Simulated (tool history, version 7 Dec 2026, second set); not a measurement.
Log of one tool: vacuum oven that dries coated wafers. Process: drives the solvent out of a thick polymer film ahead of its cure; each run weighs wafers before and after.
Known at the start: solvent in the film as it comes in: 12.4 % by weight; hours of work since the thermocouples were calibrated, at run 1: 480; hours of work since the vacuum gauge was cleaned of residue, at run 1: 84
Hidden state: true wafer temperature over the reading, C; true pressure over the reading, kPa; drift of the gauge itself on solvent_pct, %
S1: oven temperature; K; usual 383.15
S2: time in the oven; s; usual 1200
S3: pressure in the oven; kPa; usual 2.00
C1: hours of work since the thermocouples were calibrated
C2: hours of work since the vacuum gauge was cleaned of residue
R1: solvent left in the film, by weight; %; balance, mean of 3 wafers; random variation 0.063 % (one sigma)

run,hour,S1,S2,S3,C1,C2,R1
1,0.0,383.15,1200,2.00,480,84,4.23
2,25.3,383.15,1200,6.31,496,101,10.62
3,55.8,383.15,1200,2.00,516,121,4.32
4,97.4,383.15,1200,2.00,544,148,4.40
5,149.6,383.15,900,2.00,578,182,4.94
6,203.0,383.15,900,2.00,613,217,4.99
7,241.1,383.15,900,2.00,638,242,5.00
8,264.1,383.15,960,1.38,653,258,4.05
9,289.8,383.15,960,1.38,670,274,4.07
10,315.0,391.15,1200,1.38,687,291,2.39
11,362.9,391.15,1200,1.38,718,323,2.56
12,397.6,378.15,1680,2.56,741,345,5.90
13,438.5,383.15,1080,6.89,768,372,11.96
14,466.2,395.15,900,2.11,786,390,3.41

5 ways to go on from here, each from the tool as it stands after run 14. What would each give?
A,506.1,377.15,900,2.11,813,417,?
B,506.1,383.15,1260,3.41,813,417,?
C,506.1,378.15,840,2.00,813,417,?
D,506.1,380.15,900,2.11,813,417,?
E,506.1,382.15,1200,2.00,813,417,?

run,R1
A,6.66
B,6.59
C,6.41
D,5.97
E,4.87
Without the tool's hidden state the same runs would have given:
run,R1
A,5.89
B,5.79
C,5.65
D,5.23
E,4.17
